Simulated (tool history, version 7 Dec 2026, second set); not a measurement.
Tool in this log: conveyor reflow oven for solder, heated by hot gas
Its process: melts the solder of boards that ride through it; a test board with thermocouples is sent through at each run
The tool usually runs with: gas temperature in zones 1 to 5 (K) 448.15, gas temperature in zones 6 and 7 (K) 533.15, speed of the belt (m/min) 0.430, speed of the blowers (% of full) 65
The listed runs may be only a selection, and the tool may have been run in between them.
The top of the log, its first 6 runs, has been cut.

run,hour,gas temperature in zones 1 to 5 (K),gas temperature in zones 6 and 7 (K),speed of the belt (m/min),speed of the blowers (% of full),hours of work since the flux was cleaned out,hours of work since the belt drive was overhauled,hours of work since the thermocouples were changed,highest temperature of the board (K),time above the solder's melting point (s)
7,116.3,448.15,533.15,0.430,65,170,800,138,524.25,65.7
8,130.6,448.15,533.15,0.430,65,181,812,149,524.35,65.8
9,150.3,448.15,533.15,0.430,65,196,827,165,524.35,66.1
10,160.7,448.15,533.15,0.430,65,204,835,173,524.25,66.0
11,172.1,448.15,533.15,0.430,75,213,844,182,524.75,66.9
# hour 178.3: flux residue cleaned out of gas plates and filters
12,187.6,448.15,533.15,0.430,61,7,852,190,523.45,65.0
13,199.5,448.15,546.15,0.430,65,16,861,199,536.05,73.7
14,212.6,448.15,546.15,0.430,65,27,871,209,535.95,73.2
15,235.6,448.15,546.15,0.430,65,44,889,227,536.25,72.9
# hour 245.5: flux residue cleaned out of gas plates and filters, once more
16,265.4,448.15,533.15,0.430,65,15,908,246,525.55,67.3
17,281.9,448.15,533.15,0.430,65,28,921,259,525.35,67.4
18,299.8,448.15,533.15,0.370,88,42,935,273,529.25,83.7
19,312.5,448.15,533.15,0.370,88,52,945,283,529.15,83.6
20,335.7,448.15,533.15,0.370,88,70,963,301,529.25,84.3
21,359.7,459.15,531.15,0.430,65,89,982,319,524.65,71.4
22,380.8,448.15,533.15,0.430,65,105,998,336,525.05,66.8
23,398.3,448.15,533.15,0.430,65,119,1012,349,525.15,67.6
24,415.1,444.15,527.15,0.366,57,132,1025,362,521.35,75.8
25,436.7,444.15,527.15,0.366,57,148,1041,379,521.65,75.5
26,457.0,444.15,527.15,0.366,57,164,1057,395,521.65,75.6
27,471.5,435.15,544.15,0.398,53,175,1068,406,534.65,74.8
28,486.6,444.15,544.15,0.374,63,187,1080,418,537.85,85.4
29,498.8,455.15,522.15,0.430,56,197,1090,427,514.95,61.0
30,508.8,449.15,544.15,0.385,75,204,1097,435,538.65,85.2
31,529.8,442.15,540.15,0.461,65,221,1114,451,529.05,62.4

What if the next run were any one of these 3? Each begins from the tool's condition after run 31:
A,547.6,448.15,535.15,0.430,67,234,1127,465,?,?
B,547.6,453.15,533.15,0.430,56,234,1127,465,?,?
C,547.6,441.15,540.15,0.461,56,234,1127,465,?,?

run,highest temperature of the board (K),time above the solder's melting point (s)
A,526.95,68.8
B,524.65,68.7
C,527.85,60.4
Stripped of hidden state, with their random variation kept, the same runs would have yielded:
run,highest temperature of the board (K),time above the solder's melting point (s)
A,526.15,66.3
B,523.75,66.0
C,526.95,58.0

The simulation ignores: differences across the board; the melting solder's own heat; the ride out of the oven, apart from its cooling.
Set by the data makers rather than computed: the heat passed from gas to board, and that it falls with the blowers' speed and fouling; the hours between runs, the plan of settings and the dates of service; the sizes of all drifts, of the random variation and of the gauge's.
